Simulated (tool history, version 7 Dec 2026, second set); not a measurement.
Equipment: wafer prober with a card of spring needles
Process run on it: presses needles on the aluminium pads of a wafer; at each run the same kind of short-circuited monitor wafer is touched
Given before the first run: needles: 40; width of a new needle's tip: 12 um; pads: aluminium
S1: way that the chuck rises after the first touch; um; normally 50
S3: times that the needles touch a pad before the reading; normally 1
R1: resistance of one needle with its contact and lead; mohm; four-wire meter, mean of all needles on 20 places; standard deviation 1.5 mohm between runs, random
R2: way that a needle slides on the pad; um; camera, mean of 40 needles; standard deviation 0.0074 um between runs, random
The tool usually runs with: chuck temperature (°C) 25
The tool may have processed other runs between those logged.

run 1 hour=0 | S1=50 chuck_temperature_(°C)=25 S3=1 | R1=157 R2=7.907
-- hour=7 tips cleaned on abrasive film
-- hour=29.4 height of the first contact set anew
-- hour=36.3 tips cleaned on abrasive film
run 2 hour=39.4 | S1=40 chuck_temperature_(°C)=25 S3=1 | R1=152 R2=6.358
-- hour=66.9 tips cleaned on abrasive film
run 3 hour=81.7 | S1=40 chuck_temperature_(°C)=25 S3=1 | R1=168 R2=6.351
-- hour=96.1 tips cleaned on abrasive film
run 4 hour=112.8 | S1=40 chuck_temperature_(°C)=25 S3=1 | R1=167 R2=6.333
-- hour=126.6 tips cleaned on abrasive film
-- hour=156.4 tips cleaned on abrasive film
run 5 hour=156.4 | S1=50 chuck_temperature_(°C)=25 S3=1 | R1=142 R2=7.899
-- hour=185.4 tips cleaned on abrasive film
run 6 hour=209.3 | S1=50 chuck_temperature_(°C)=25 S3=1 | R1=156 R2=7.89
-- hour=215.7 tips cleaned on abrasive film
run 7 hour=240 | S1=50 chuck_temperature_(°C)=75 S3=1 | R1=167 R2=7.888
-- hour=244.7 tips cleaned on abrasive film
-- hour=268 height of the first contact set anew
-- hour=273.9 tips cleaned on abrasive film
run 8 hour=273.9 | S1=50 chuck_temperature_(°C)=25 S3=1 | R1=143 R2=7.948
-- hour=302.2 tips cleaned on abrasive film
run 9 hour=304.3 | S1=50 chuck_temperature_(°C)=87 S3=1 | R1=156 R2=7.927
-- hour=333.1 tips cleaned on abrasive film
run 10 hour=351.4 | S1=50 chuck_temperature_(°C)=87 S3=1 | R1=168 R2=7.918
-- hour=365.3 tips cleaned on abrasive film
-- hour=395.1 tips cleaned on abrasive film
run 11 hour=406.7 | S1=50 chuck_temperature_(°C)=87 S3=1 | R1=166 R2=7.899
-- hour=425 tips cleaned on abrasive film
run 12 hour=442.7 | S1=50 chuck_temperature_(°C)=25 S3=1 | R1=156 R2=7.909
-- hour=455.5 tips cleaned on abrasive film
run 13 hour=469.1 | S1=50 chuck_temperature_(°C)=25 S3=1 | R1=158 R2=7.891
-- hour=483.1 tips cleaned on abrasive film
run 14 hour=500.6 | S1=50 chuck_temperature_(°C)=25 S3=1 | R1=157 R2=7.88
-- hour=508.5 height of the first contact set anew
-- hour=514.7 tips cleaned on abrasive film
-- hour=544.1 tips cleaned on abrasive film
run 15 hour=548.9 | S1=50 chuck_temperature_(°C)=25 S3=1 | R1=152 R2=7.941
-- hour=574.5 tips cleaned on abrasive film
run 16 hour=599.4 | S1=50 chuck_temperature_(°C)=29 S3=1 | R1=162 R2=7.925
-- hour=603.3 tips cleaned on abrasive film
-- hour=633.7 tips cleaned on abrasive film
run 17 hour=648.4 | S1=50 chuck_temperature_(°C)=29 S3=1 | R1=158 R2=7.907
-- hour=664 tips cleaned on abrasive film
run 18 hour=681.5 | S1=70 chuck_temperature_(°C)=29 S3=2 | R1=147 R2=11.073
-- hour=692.6 tips cleaned on abrasive film
-- hour=720.4 tips cleaned on abrasive film
run 19 hour=737 | S1=46 chuck_temperature_(°C)=47 S3=3 | R1=157 R2=7.238
-- hour=746.1 height of the first contact set anew
-- hour=749 tips cleaned on abrasive film
-- hour=778.2 tips cleaned on abrasive film
run 20 hour=780.7 | S1=51 chuck_temperature_(°C)=36 S3=1 | R1=150 R2=8.103
-- hour=806.4 tips cleaned on abrasive film
run 21 hour=810.7 | S1=45 chuck_temperature_(°C)=26 S3=1 | R1=153 R2=7.144
-- hour=837.3 tips cleaned on abrasive film
run 22 hour=859.7 | S1=50 chuck_temperature_(°C)=52 S3=2 | R1=159 R2=7.914
-- hour=868.1 tips cleaned on abrasive film
-- hour=898.8 tips cleaned on abrasive film
run 23 hour=899.3 | S1=50 chuck_temperature_(°C)=75 S3=2 | R1=151 R2=7.899
-- hour=928.6 tips cleaned on abrasive film
run 24 hour=933.3 | S1=33 chuck_temperature_(°C)=74 S3=1 | R1=170 R2=5.188
-- hour=956.7 tips cleaned on abrasive film
run 25 hour=956.7 | S1=33 chuck_temperature_(°C)=74 S3=2 | R1=156 R2=5.173
-- hour=983.7 height of the first contact set anew
-- hour=986.2 tips cleaned on abrasive film
run 26 hour=990.8 | S1=34 chuck_temperature_(°C)=26 S3=2 | R1=157 R2=5.405
-- hour=1016.3 tips cleaned on abrasive film
-- hour=1044 tips cleaned on abrasive film
run 27 hour=1045.3 | S1=34 chuck_temperature_(°C)=26 S3=2 | R1=148 R2=5.39

Predict each of these 5 candidate next runs independently; none follows another, all start after run 27:
-- hour=1073.9 tips cleaned on abrasive film
run A hour=1082.4 | S1=35 chuck_temperature_(°C)=27 S3=2 | R1=? R2=?
-- hour=1073.9 tips cleaned on abrasive film
run B hour=1082.4 | S1=36 chuck_temperature_(°C)=54 S3=2 | R1=? R2=?
-- hour=1073.9 tips cleaned on abrasive film
run C hour=1082.4 | S1=66 chuck_temperature_(°C)=77 S3=2 | R1=? R2=?
-- hour=1073.9 tips cleaned on abrasive film
run D hour=1082.4 | S1=62 chuck_temperature_(°C)=91 S3=2 | R1=? R2=?
-- hour=1073.9 tips cleaned on abrasive film
run E hour=1082.4 | S1=34 chuck_temperature_(°C)=80 S3=2 | R1=? R2=?

run=A R1=160 R2=5.536
run=B R1=162 R2=5.697
run=C R1=156 R2=10.47
run=D R1=155 R2=9.822
run=E R1=170 R2=5.379
Had the tool no hidden state, the same runs would have come out as:
run=A R1=145 R2=5.564
run=B R1=147 R2=5.725
run=C R1=149 R2=10.499
run=D R1=148 R2=9.85
run=E R1=155 R2=5.407
